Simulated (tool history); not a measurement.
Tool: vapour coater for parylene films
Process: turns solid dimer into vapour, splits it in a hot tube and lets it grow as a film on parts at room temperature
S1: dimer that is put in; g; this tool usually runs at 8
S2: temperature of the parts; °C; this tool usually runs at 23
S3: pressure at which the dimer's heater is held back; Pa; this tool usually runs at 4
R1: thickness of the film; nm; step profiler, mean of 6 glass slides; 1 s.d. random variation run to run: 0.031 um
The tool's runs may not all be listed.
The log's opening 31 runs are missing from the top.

run,hour,S1,S2,S3,R1
32,439.1,12,17,2.46,5210
33,458,3,25,2.46,1120
34,474.5,3,25,2.46,1110
35,490.4,12,25,3.94,4030
36,506.7,7,25,2.13,2680
37,515.6,7,18,2.16,3050
38,526.5,5,20,4,1840
39,541.5,5,20,4,1870
40,556.3,5,32,4,1440
41,564.9,4,28,2.19,1400
42,577,5,35,11.85,1070
43,591.7,3,35,11.85,630
44,609.9,8,21,3.4,3020
45,626.5,7,33,7.11,1710
46,635.5,12,24,7.42,3560
47,651.9,12,24,7.42,3590
48,662.5,10,24,4,3360

3 options for the next run, each taken on its own from the tool as it stands now. Forecast them:
A,676.1,14,18,3.89,?
B,676.1,8,29,4,?
C,676.1,10,24,2.67,?

run,R1
A,5400
B,2400
C,3630
Without the tool's unlogged condition, the same runs would have read:
run,R1
A,5700
B,2540
C,3830
